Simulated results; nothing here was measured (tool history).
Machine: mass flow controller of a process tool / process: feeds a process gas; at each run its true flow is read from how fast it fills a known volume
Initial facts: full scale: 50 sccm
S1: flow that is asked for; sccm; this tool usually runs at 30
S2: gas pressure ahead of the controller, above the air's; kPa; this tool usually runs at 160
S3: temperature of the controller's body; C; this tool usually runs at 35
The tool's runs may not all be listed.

Run 1, hour 0: usual settings. Result: true flow (%) 101.87.
Run 2, hour 259.3: usual settings but S1 15 sccm. Result: true flow (%) 101.79.
Run 3, hour 678: usual settings but S1 15 sccm. Result: true flow (%) 102.02.
Run 4, hour 1016.8: usual settings but S3 34 C. Result: true flow (%) 102.08.
Run 5, hour 1285.7: usual settings but S3 34 C. Result: true flow (%) 102.24.
Run 6, hour 1634.4: usual settings but S1 8 sccm. Result: true flow (%) 102.75.
Run 7, hour 2156.2: usual settings but S1 5 sccm. Result: true flow (%) 104.05.
Run 8, hour 2457.8: usual settings but S2 165 kPa. Result: true flow (%) 102.31.
Run 9, hour 2718.7: usual settings but S1 10 sccm. Result: true flow (%) 102.92.
Run 10, hour 3197.8: usual settings. Result: true flow (%) 102.57.
Run 11, hour 3500.5: usual settings but S2 228 kPa. Result: true flow (%) 102.73.
Run 12, hour 3775.9: usual settings but S2 228 kPa. Result: true flow (%) 102.75.
At hour 4169.2: controller's zero set anew.
Run 13, hour 4296.4: usual settings but S2 228 kPa. Result: true flow (%) 102.52.
Run 14, hour 4765.7: usual settings but S2 228 kPa. Result: true flow (%) 102.45.
Run 15, hour 5056.7: usual settings but S2 154 kPa. Result: true flow (%) 102.55.
Run 16, hour 5518.7: usual settings but S2 154 kPa. Result: true flow (%) 102.63.
Run 17, hour 5871.2: usual settings. Result: true flow (%) 102.6.
Run 18, hour 6409.8: usual settings but S1 31 sccm, S2 270 kPa, S3 21 C. Result: true flow (%) 103.95.
Run 19, hour 6831.3: usual settings but S1 7 sccm, S3 26 C. Result: true flow (%) 103.34.
Run 20, hour 7352.5: usual settings but S2 206 kPa. Result: true flow (%) 102.99.
Run 21, hour 7762.3: usual settings but S1 5 sccm, S2 194 kPa, S3 38 C. Result: true flow (%) 103.17.
Run 22, hour 7992.3: usual settings but S1 13 sccm, S2 221 kPa. Result: true flow (%) 102.94.
Run 23, hour 8404.5: usual settings but S1 20 sccm, S2 266 kPa, S3 23 C. Result: true flow (%) 103.96.
Run 24, hour 8950.5: usual settings but S1 20 sccm, S2 266 kPa, S3 23 C. Result: true flow (%) 104.14.
Run 25, hour 9450.5: usual settings but S1 20 sccm, S2 147 kPa. Result: true flow (%) 103.31.
Run 26, hour 9827.2: usual settings but S1 26 sccm, S2 150 kPa. Result: true flow (%) 103.56.
Run 27, hour 10396.9: usual settings but S1 23 sccm, S2 150 kPa, S3 26 C. Result: true flow (%) 104.23.
At hour 10572.2: controller exchanged for a calibrated one.
Run 28, hour 10914.2: usual settings but S2 273 kPa, S3 30 C. Result: true flow (%) 99.43.
Run 29, hour 11247.9: usual settings but S1 24 sccm, S2 168 kPa, S3 21 C. Result: true flow (%) 99.93.
Run 30, hour 11697.4: usual settings but S1 25 sccm, S2 214 kPa, S3 25 C. Result: true flow (%) 99.89.
Run 31, hour 12029.9: usual settings but S1 32 sccm. Result: true flow (%) 99.37.
Run 32, hour 12346.9: usual settings but S1 32 sccm. Result: true flow (%) 99.41.
Run 33, hour 12829: usual settings but S1 32 sccm, S2 142 kPa, S3 33 C. Result: true flow (%) 99.69.
Run 34, hour 13075.4: usual settings but S3 30 C. Result: true flow (%) 99.76.

5 options for the next run, each taken on its own from the tool as it stands now. Forecast them:
Run A, hour 13580.2: usual settings but S1 6 sccm, S2 149 kPa, S3 32 C. Result: true flow (%) ?.
Run B, hour 13580.2: usual settings but S1 16 sccm, S2 247 kPa, S3 32 C. Result: true flow (%) ?.
Run C, hour 13580.2: usual settings but S2 200 kPa, S3 29 C. Result: true flow (%) ?.
Run D, hour 13580.2: usual settings but S1 29 sccm, S3 38 C. Result: true flow (%) ?.
Run E, hour 13580.2: usual settings but S1 8 sccm, S2 178 kPa. Result: true flow (%) ?.

run  true flow (%)
  A          99.76
  B          99.88
  C         100.23
  D          99.52
  E          99.45
Take away the tool's hidden state, keep each run's random variation, and the runs would have read:
run  true flow (%)
  A          98.41
  B          98.92
  C          99.38
  D          98.67
  E          98.26
